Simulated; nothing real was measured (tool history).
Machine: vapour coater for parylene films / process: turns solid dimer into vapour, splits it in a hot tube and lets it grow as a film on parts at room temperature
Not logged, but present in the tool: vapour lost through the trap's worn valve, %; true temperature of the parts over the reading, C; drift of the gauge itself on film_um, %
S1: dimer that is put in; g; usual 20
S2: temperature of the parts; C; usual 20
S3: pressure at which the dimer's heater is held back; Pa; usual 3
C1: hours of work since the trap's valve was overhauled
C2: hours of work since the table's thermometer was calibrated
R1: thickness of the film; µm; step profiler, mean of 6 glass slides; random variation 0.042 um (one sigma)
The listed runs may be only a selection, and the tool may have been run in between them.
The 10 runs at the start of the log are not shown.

At hour 590.8: trap's valve overhauled.
Run 11, hour 594: usual settings but S2 13 C; C1 2; C2 1062. Result: R1 11.81 µm.
Run 12, hour 660.6: usual settings; C1 34; C2 1094. Result: R1 9.87 µm.
Run 13, hour 714: usual settings; C1 59; C2 1119. Result: R1 9.82 µm.
Run 14, hour 771.2: usual settings; C1 87; C2 1147. Result: R1 9.75 µm.
Run 15, hour 808.2: usual settings; C1 104; C2 1165. Result: R1 9.74 µm.
Run 16, hour 876.2: usual settings but S3 4.56 Pa; C1 137; C2 1197. Result: R1 8.77 µm.
Run 17, hour 914.7: usual settings; C1 156; C2 1216. Result: R1 9.61 µm.
Run 18, hour 977.3: usual settings; C1 186; C2 1246. Result: R1 9.65 µm.
Run 19, hour 1035.2: usual settings but S1 26 g; C1 214; C2 1274. Result: R1 12.27 µm.
Run 20, hour 1113.1: usual settings but S1 26 g; C1 251; C2 1311. Result: R1 12.23 µm.
At hour 1182: trap's valve overhauled.
Run 21, hour 1194.7: usual settings but S1 26 g, S2 30 C; C1 6; C2 1349. Result: R1 10.1 µm.
Run 22, hour 1233.9: usual settings but S1 26 g, S2 30 C; C1 25; C2 1367. Result: R1 10.14 µm.
Run 23, hour 1282.3: usual settings but S1 26 g, S2 30 C, S3 10.18 Pa; C1 48; C2 1391. Result: R1 7.68 µm.
Run 24, hour 1329.8: usual settings but S3 2.61 Pa; C1 71; C2 1413. Result: R1 10.1 µm.
Run 25, hour 1403.7: usual settings but S1 16 g, S2 21 C, S3 5.33 Pa; C1 107; C2 1449. Result: R1 6.68 µm.
Run 26, hour 1454.4: usual settings but S2 29 C; C1 131; C2 1473. Result: R1 7.75 µm.
Run 27, hour 1515.7: usual settings but S1 10 g, S2 12 C, S3 2.65 Pa; C1 160; C2 1503. Result: R1 5.96 µm.
Run 28, hour 1552.6: usual settings but S1 8 g, S2 31 C, S3 2.37 Pa; C1 178; C2 1520. Result: R1 3.11 µm.
Run 29, hour 1625.8: usual settings but S1 8 g, S2 31 C, S3 2.37 Pa; C1 213; C2 1556. Result: R1 3.07 µm.

Run 30 is up next; what results do you expect?
Run 30, hour 1684.6: usual settings but S1 8 g, S2 31 C, S3 2.37 Pa; C1 241; C2 1584. Result: R1 ?.

For run 30 the tool returned R1 3.09 µm.
Were there no unlogged condition in the tool, this run, its random variation unchanged, would have produced R1 3.22 µm.
